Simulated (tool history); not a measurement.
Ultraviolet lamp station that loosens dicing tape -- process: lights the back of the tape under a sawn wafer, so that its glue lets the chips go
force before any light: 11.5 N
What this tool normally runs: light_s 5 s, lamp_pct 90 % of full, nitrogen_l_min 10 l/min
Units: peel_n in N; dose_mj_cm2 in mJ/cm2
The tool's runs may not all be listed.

| run | hour | light_s | lamp_pct | nitrogen_l_min | peel_n | dose_mj_cm2 |
|---|---|---|---|---|---|---|
| 1 | 0.0 | 5 | 90 | 10 | 0.298 | 319 |
| 2 | 63.2 | 5 | 90 | 4 | 0.912 | 307 |
| 3 | 115.7 | 5 | 90 | 4 | 1.035 | 300 |
| 4 | 171.6 | 5 | 98 | 10 | 0.289 | 315 |
| 5 | 204.0 | 5 | 90 | 4 | 1.082 | 284 |
| 6 | 254.3 | 5 | 90 | 10 | 0.454 | 278 |
| 7 | 316.3 | 5 | 90 | 10 | 0.479 | 269 |
| 8 | 377.3 | 5 | 90 | 10 | 0.784 | 225 |
| 9 | 417.3 | 5 | 90 | 10 | 0.812 | 217 |
| 10 | 476.3 | 5 | 69 | 10 | 1.593 | 162 |
| 11 | 514.1 | 5 | 90 | 10 | 0.970 | 206 |
| 12 | 567.7 | 5 | 90 | 10 | 1.031 | 203 |
| 13 | 611.6 | 5 | 90 | 10 | 0.308 | 308 |
| 14 | 646.5 | 8 | 62 | 4 | 0.770 | 334 |
| 15 | 682.2 | 4 | 89 | 12 | 0.537 | 235 |
| 16 | 719.3 | 8 | 77 | 11 | 0.132 | 402 |
| 17 | 754.1 | 8 | 77 | 11 | 0.142 | 400 |
| 18 | 819.6 | 5 | 68 | 4 | 1.971 | 206 |
| 19 | 870.2 | 4 | 90 | 4 | 1.964 | 223 |
| 20 | 923.3 | 4 | 90 | 4 | 1.951 | 211 |
| 21 | 962.6 | 4 | 78 | 7 | 1.655 | 176 |
| 22 | 1024.3 | 4 | 78 | 7 | 1.798 | 174 |
| 23 | 1083.7 | 4 | 78 | 7 | 1.397 | 202 |
| 24 | 1147.7 | 9 | 90 | 10 | 0.087 | 502 |
| 25 | 1184.9 | 5 | 90 | 6 | 0.798 | 282 |

Put back what was entered between runs (3 entries, withheld): which listed runs does each sit between, and how does the hidden state differ from the listed run before to the listed run after?
After run 7, before run 8: window cleaned of glue's vapour (hour 320.6)
  lamp's light, % of a new lamp's: 94.4 -> 93.7; light that the window lets through, % of a clean one's: 82.6 -> 69.2
  measured result minus the result with no hidden state, peel_n: +0.246 -> +0.558 N; dose_mj_cm2: -76 -> -121 mJ/cm2
After run 12, before run 13: window cleaned of glue's vapour, once more (hour 580.2)
  lamp's light, % of a new lamp's: 91.1 -> 90.6; light that the window lets through, % of a clean one's: 63 -> 99.1
  measured result minus the result with no hidden state, peel_n: +0.801 -> +0.085 N; dose_mj_cm2: -147 -> -35 mJ/cm2
After run 22, before run 23: window cleaned of glue's vapour (hour 1083.7)
  lamp's light, % of a new lamp's: 84.9 -> 84.1; light that the window lets through, % of a clean one's: 85.5 -> 99.9
  measured result minus the result with no hidden state, peel_n: +0.875 -> +0.448 N; dose_mj_cm2: -66 -> -38 mJ/cm2
